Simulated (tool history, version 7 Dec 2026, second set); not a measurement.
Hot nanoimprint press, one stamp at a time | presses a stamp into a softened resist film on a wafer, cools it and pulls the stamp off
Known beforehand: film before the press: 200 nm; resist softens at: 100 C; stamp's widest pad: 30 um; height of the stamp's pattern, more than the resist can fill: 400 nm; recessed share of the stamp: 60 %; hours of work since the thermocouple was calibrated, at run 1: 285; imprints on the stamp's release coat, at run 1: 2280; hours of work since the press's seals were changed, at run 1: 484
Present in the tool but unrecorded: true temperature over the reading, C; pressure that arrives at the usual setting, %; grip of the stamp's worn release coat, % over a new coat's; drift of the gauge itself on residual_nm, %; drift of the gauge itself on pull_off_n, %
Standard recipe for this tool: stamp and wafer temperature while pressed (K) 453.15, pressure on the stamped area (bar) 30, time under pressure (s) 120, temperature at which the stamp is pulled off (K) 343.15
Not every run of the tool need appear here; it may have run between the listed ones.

run,hour,stamp and wafer temperature while pressed (K),pressure on the stamped area (bar),time under pressure (s),temperature at which the stamp is pulled off (K),hours of work since the thermocouple was calibrated,imprints on the stamp's release coat,hours of work since the press's seals were changed,resist left under the stamp's widest pad (nm),greatest force while the stamp is pulled off (N)
1,0,453.15,30,120,343.15,285,2280,484,102.2,120
# hour 20.1: stamp cleaned and given a new release coat
2,38.6,453.15,30,120,343.15,307,42,506,101.9,116
3,91.5,453.15,30,120,343.15,343,160,542,101.8,119
# hour 112.2: plate thermocouple calibrated
4,167.8,453.15,30,120,343.15,38,325,592,102,116
5,211.7,453.15,30,120,343.15,67,424,621,101.7,112
6,250.6,453.15,30,120,343.15,94,511,648,102.2,115
7,292.5,453.15,30,120,349.15,122,606,676,101.9,109
8,334.7,453.15,30,120,349.15,151,700,705,101.9,108
9,377.5,453.15,30,120,349.15,180,796,734,101.7,105
10,437.9,453.15,30,120,349.15,221,932,775,101.9,104
11,483.3,453.15,30,120,349.15,251,1034,805,101.9,108
12,541,453.15,30,120,337.15,290,1164,845,102,122
13,597.3,453.15,30,120,337.15,329,1290,883,102,121
# hour 628: press's hydraulic seals changed and the load cell set to zero
14,636.5,453.15,30,120,337.15,350,1360,6,101.7,126
# hour 645.3: plate thermocouple calibrated
15,688.5,453.15,30,120,343.15,29,1471,39,102,119
16,740.8,453.15,46.5,83,343.15,65,1588,74,91.1,118
17,804.9,462.15,30,85,343.15,108,1732,118,82.7,116
18,850.9,453.15,26.1,87,347.15,139,1836,149,120,112
19,897.2,442.15,18.5,66,338.15,171,1940,180,180.6,126
20,936.4,453.15,20.8,67,343.15,197,2028,207,140.8,114
21,984,453.15,45.5,67,351.15,229,2135,239,99.1,106
22,1023.5,453.15,45.5,76,329.15,256,2224,266,94.8,139
# hour 1068.8: stamp cleaned and given a new release coat
23,1094.6,463.15,36.9,141,339.15,300,58,310,59.1,116
24,1152,453.15,30,179,346.15,339,187,349,89.4,115
# hour 1174.3: plate thermocouple calibrated
25,1192.1,453.15,30,179,346.15,12,270,374,89.4,108
26,1263.7,453.15,25,123,343.15,61,431,422,110.7,118
27,1339.2,453.15,25,123,336.15,112,601,474,110.5,127
28,1370.7,453.15,25,127,336.15,133,671,495,109.8,124
29,1441.4,453.15,25,127,336.15,181,830,543,109.7,129

Predict each of these 3 candidate next runs independently; none follows another, all start after run 29:
A,1513.5,453.15,25,67,328.15,230,992,592,?,?
B,1513.5,453.15,25,127,339.15,230,992,592,?,?
C,1513.5,446.15,25.7,127,336.15,230,992,592,?,?

run,resist left under the stamp's widest pad (nm),greatest force while the stamp is pulled off (N)
A,130.9,133
B,109.5,117
C,136.3,128
Without the tool's unlogged condition, the same runs would have read:
run,resist left under the stamp's widest pad (nm),greatest force while the stamp is pulled off (N)
A,130.9,132
B,109.6,116
C,136.4,127
